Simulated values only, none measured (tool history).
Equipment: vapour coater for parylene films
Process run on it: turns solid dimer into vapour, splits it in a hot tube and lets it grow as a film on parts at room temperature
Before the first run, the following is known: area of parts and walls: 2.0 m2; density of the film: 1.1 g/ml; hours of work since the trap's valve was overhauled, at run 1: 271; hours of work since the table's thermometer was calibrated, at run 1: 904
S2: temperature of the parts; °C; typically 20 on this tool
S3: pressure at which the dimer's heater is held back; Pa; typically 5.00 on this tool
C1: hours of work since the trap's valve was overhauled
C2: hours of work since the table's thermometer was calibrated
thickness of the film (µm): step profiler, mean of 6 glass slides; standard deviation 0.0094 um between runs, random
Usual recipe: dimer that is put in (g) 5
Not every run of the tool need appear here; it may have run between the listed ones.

run 1 hour=0.0 | dimer_that_is_put_in_(g)=5 S2=20 S3=5.00 | C1=271 C2=904 | thickness_of_the_film_(µm)=1.461
run 2 hour=78.4 | dimer_that_is_put_in_(g)=5 S2=20 S3=5.00 | C1=306 C2=939 | thickness_of_the_film_(µm)=1.468
run 3 hour=136.3 | dimer_that_is_put_in_(g)=5 S2=20 S3=5.00 | C1=333 C2=966 | thickness_of_the_film_(µm)=1.454
run 4 hour=205.2 | dimer_that_is_put_in_(g)=5 S2=20 S3=5.00 | C1=364 C2=997 | thickness_of_the_film_(µm)=1.427
run 5 hour=283.9 | dimer_that_is_put_in_(g)=5 S2=20 S3=5.00 | C1=400 C2=1033 | thickness_of_the_film_(µm)=1.437
run 6 hour=334.2 | dimer_that_is_put_in_(g)=5 S2=20 S3=5.00 | C1=423 C2=1056 | thickness_of_the_film_(µm)=1.456
run 7 hour=384.0 | dimer_that_is_put_in_(g)=5 S2=20 S3=5.00 | C1=446 C2=1079 | thickness_of_the_film_(µm)=1.450
run 8 hour=428.2 | dimer_that_is_put_in_(g)=5 S2=20 S3=5.00 | C1=466 C2=1099 | thickness_of_the_film_(µm)=1.421
run 9 hour=507.5 | dimer_that_is_put_in_(g)=5 S2=20 S3=5.00 | C1=502 C2=1135 | thickness_of_the_film_(µm)=1.421
run 10 hour=547.0 | dimer_that_is_put_in_(g)=5 S2=24 S3=5.00 | C1=520 C2=1153 | thickness_of_the_film_(µm)=1.186
run 11 hour=602.1 | dimer_that_is_put_in_(g)=5 S2=24 S3=5.00 | C1=546 C2=1179 | thickness_of_the_film_(µm)=1.184
run 12 hour=667.4 | dimer_that_is_put_in_(g)=5 S2=16 S3=5.00 | C1=575 C2=1208 | thickness_of_the_film_(µm)=1.688
run 13 hour=745.6 | dimer_that_is_put_in_(g)=5 S2=20 S3=5.00 | C1=611 C2=1244 | thickness_of_the_film_(µm)=1.412
-- hour=788.8 trap's valve overhauled
-- hour=806.3 table's thermometer calibrated
run 14 hour=824.1 | dimer_that_is_put_in_(g)=5 S2=20 S3=5.00 | C1=16 C2=8 | thickness_of_the_film_(µm)=1.511
run 15 hour=903.6 | dimer_that_is_put_in_(g)=5 S2=20 S3=5.00 | C1=52 C2=44 | thickness_of_the_film_(µm)=1.502
run 16 hour=979.7 | dimer_that_is_put_in_(g)=4 S2=20 S3=5.00 | C1=87 C2=79 | thickness_of_the_film_(µm)=1.213
run 17 hour=1021.4 | dimer_that_is_put_in_(g)=5 S2=20 S3=5.00 | C1=106 C2=98 | thickness_of_the_film_(µm)=1.496
run 18 hour=1063.2 | dimer_that_is_put_in_(g)=5 S2=14 S3=5.00 | C1=125 C2=117 | thickness_of_the_film_(µm)=1.963
run 19 hour=1140.1 | dimer_that_is_put_in_(g)=5 S2=20 S3=5.00 | C1=160 C2=152 | thickness_of_the_film_(µm)=1.484
run 20 hour=1205.3 | dimer_that_is_put_in_(g)=5 S2=20 S3=5.00 | C1=190 C2=182 | thickness_of_the_film_(µm)=1.495
run 21 hour=1261.0 | dimer_that_is_put_in_(g)=5 S2=25 S3=5.00 | C1=215 C2=208 | thickness_of_the_film_(µm)=1.190
run 22 hour=1318.1 | dimer_that_is_put_in_(g)=4 S2=25 S3=5.00 | C1=241 C2=234 | thickness_of_the_film_(µm)=0.947
run 23 hour=1390.2 | dimer_that_is_put_in_(g)=4 S2=25 S3=5.00 | C1=274 C2=267 | thickness_of_the_film_(µm)=0.945
run 24 hour=1461.8 | dimer_that_is_put_in_(g)=4 S2=25 S3=5.00 | C1=307 C2=299 | thickness_of_the_film_(µm)=0.946
run 25 hour=1501.2 | dimer_that_is_put_in_(g)=4 S2=25 S3=5.00 | C1=325 C2=317 | thickness_of_the_film_(µm)=0.927
run 26 hour=1546.4 | dimer_that_is_put_in_(g)=5 S2=20 S3=7.51 | C1=346 C2=338 | thickness_of_the_film_(µm)=1.425
run 27 hour=1589.1 | dimer_that_is_put_in_(g)=3 S2=20 S3=9.15 | C1=365 C2=358 | thickness_of_the_film_(µm)=0.830
run 28 hour=1627.8 | dimer_that_is_put_in_(g)=5 S2=20 S3=9.15 | C1=383 C2=375 | thickness_of_the_film_(µm)=1.387
run 29 hour=1687.6 | dimer_that_is_put_in_(g)=5 S2=20 S3=9.15 | C1=410 C2=403 | thickness_of_the_film_(µm)=1.363
run 30 hour=1752.7 | dimer_that_is_put_in_(g)=5 S2=22 S3=9.15 | C1=440 C2=432 | thickness_of_the_film_(µm)=1.252
run 31 hour=1791.6 | dimer_that_is_put_in_(g)=5 S2=26 S3=9.97 | C1=458 C2=450 | thickness_of_the_film_(µm)=1.028
run 32 hour=1830.6 | dimer_that_is_put_in_(g)=5 S2=26 S3=9.97 | C1=475 C2=468 | thickness_of_the_film_(µm)=1.027
run 33 hour=1901.4 | dimer_that_is_put_in_(g)=3 S2=26 S3=3.56 | C1=508 C2=500 | thickness_of_the_film_(µm)=0.687
run 34 hour=1961.8 | dimer_that_is_put_in_(g)=3 S2=26 S3=3.56 | C1=535 C2=528 | thickness_of_the_film_(µm)=0.688
run 35 hour=2028.3 | dimer_that_is_put_in_(g)=2 S2=18 S3=2.15 | C1=566 C2=558 | thickness_of_the_film_(µm)=0.675
run 36 hour=2076.0 | dimer_that_is_put_in_(g)=2 S2=24 S3=4.49 | C1=587 C2=580 | thickness_of_the_film_(µm)=0.482
run 37 hour=2153.3 | dimer_that_is_put_in_(g)=2 S2=24 S3=4.49 | C1=623 C2=615 | thickness_of_the_film_(µm)=0.474
-- hour=2169.4 trap's valve overhauled
run 38 hour=2192.6 | dimer_that_is_put_in_(g)=5 S2=14 S3=4.99 | C1=11 C2=631 | thickness_of_the_film_(µm)=1.953
run 39 hour=2226.9 | dimer_that_is_put_in_(g)=5 S2=14 S3=4.99 | C1=26 C2=647 | thickness_of_the_film_(µm)=1.949
run 40 hour=2275.7 | dimer_that_is_put_in_(g)=5 S2=14 S3=2.81 | C1=49 C2=669 | thickness_of_the_film_(µm)=2.055
run 41 hour=2341.1 | dimer_that_is_put_in_(g)=2 S2=20 S3=2.78 | C1=78 C2=699 | thickness_of_the_film_(µm)=0.640
run 42 hour=2399.6 | dimer_that_is_put_in_(g)=2 S2=20 S3=2.78 | C1=105 C2=726 | thickness_of_the_film_(µm)=0.635
run 43 hour=2450.4 | dimer_that_is_put_in_(g)=2 S2=30 S3=2.78 | C1=128 C2=749 | thickness_of_the_film_(µm)=0.399
run 44 hour=2513.0 | dimer_that_is_put_in_(g)=6 S2=27 S3=5.13 | C1=157 C2=778 | thickness_of_the_film_(µm)=1.288
run 45 hour=2551.7 | dimer_that_is_put_in_(g)=6 S2=27 S3=5.13 | C1=175 C2=795 | thickness_of_the_film_(µm)=1.298
run 46 hour=2629.6 | dimer_that_is_put_in_(g)=3 S2=27 S3=9.58 | C1=210 C2=831 | thickness_of_the_film_(µm)=0.609
run 47 hour=2708.2 | dimer_that_is_put_in_(g)=3 S2=14 S3=11.26 | C1=246 C2=867 | thickness_of_the_film_(µm)=1.065
run 48 hour=2769.6 | dimer_that_is_put_in_(g)=3 S2=14 S3=11.26 | C1=274 C2=895 | thickness_of_the_film_(µm)=1.031

3 options for the next run, each taken on its own from the tool as it stands now. Forecast them:
run A hour=2823.0 | dimer_that_is_put_in_(g)=4 S2=27 S3=6.32 | C1=299 C2=919 | thickness_of_the_film_(µm)=?
run B hour=2823.0 | dimer_that_is_put_in_(g)=6 S2=13 S3=9.51 | C1=299 C2=919 | thickness_of_the_film_(µm)=?
run C hour=2823.0 | dimer_that_is_put_in_(g)=5 S2=12 S3=11.26 | C1=299 C2=919 | thickness_of_the_film_(µm)=?

run=A thickness_of_the_film_(µm)=0.835
run=B thickness_of_the_film_(µm)=2.235
run=C thickness_of_the_film_(µm)=1.905
With no hidden state in the tool, these same runs would have given:
run=A thickness_of_the_film_(µm)=0.871
run=B thickness_of_the_film_(µm)=2.331
run=C thickness_of_the_film_(µm)=1.987
